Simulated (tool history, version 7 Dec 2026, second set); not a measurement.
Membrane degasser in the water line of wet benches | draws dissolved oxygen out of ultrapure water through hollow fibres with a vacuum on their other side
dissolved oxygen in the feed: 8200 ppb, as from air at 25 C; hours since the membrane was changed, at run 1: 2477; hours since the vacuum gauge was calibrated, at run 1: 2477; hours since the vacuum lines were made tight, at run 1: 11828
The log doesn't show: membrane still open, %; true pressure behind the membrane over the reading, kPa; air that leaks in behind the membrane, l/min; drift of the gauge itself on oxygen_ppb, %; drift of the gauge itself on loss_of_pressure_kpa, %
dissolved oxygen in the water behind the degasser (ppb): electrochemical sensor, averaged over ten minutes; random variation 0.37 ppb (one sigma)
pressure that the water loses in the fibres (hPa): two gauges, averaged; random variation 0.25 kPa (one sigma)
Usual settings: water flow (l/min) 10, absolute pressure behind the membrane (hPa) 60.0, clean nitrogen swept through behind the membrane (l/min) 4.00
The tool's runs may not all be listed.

| run | hour | water flow (l/min) | absolute pressure behind the membrane (hPa) | clean nitrogen swept through behind the membrane (l/min) | hours since the membrane was changed | hours since the vacuum gauge was calibrated | hours since the vacuum lines were made tight | dissolved oxygen in the water behind the degasser (ppb) | pressure that the water loses in the fibres (hPa) |
|---|---|---|---|---|---|---|---|---|---|
| 1 | 0.0 | 10 | 60.0 | 4.00 | 2477 | 2477 | 11828 | 20.8 | 649.8 |
| 2 | 131.0 | 10 | 125.8 | 4.00 | 2608 | 2608 | 11959 | 60.7 | 643.5 |
| 3 | 227.7 | 10 | 60.0 | 4.00 | 2705 | 2705 | 12056 | 20.6 | 645.2 |
| 4 | 287.9 | 10 | 60.0 | 4.00 | 2765 | 2765 | 12116 | 21.0 | 644.2 |
| 5 | 403.6 | 10 | 108.7 | 4.00 | 2881 | 2881 | 12232 | 51.2 | 645.7 |
| 6 | 519.6 | 10 | 60.0 | 4.00 | 2997 | 2997 | 12348 | 20.8 | 645.2 |
|  | 556.6 | vacuum gauge calibrated |
| 7 | 647.3 | 10 | 60.0 | 4.00 | 3124 | 91 | 12475 | 21.6 | 642.6 |
| 8 | 723.0 | 12 | 60.0 | 4.00 | 3200 | 166 | 12551 | 30.3 | 772.8 |
| 9 | 797.7 | 8 | 124.4 | 4.78 | 3275 | 241 | 12625 | 38.9 | 510.8 |

The next listed run, before its measurement:
| 10 | 903.4 | 9 | 50.7 | 1.94 | 3380 | 347 | 12731 | ? | ? |

dissolved oxygen in the water behind the degasser (ppb): 23.4
pressure that the water loses in the fibres (hPa): 578.4
Without the tool's hidden state the same run would have given dissolved oxygen in the water behind the degasser (ppb) 23.4, pressure that the water loses in the fibres (hPa) 583.5.
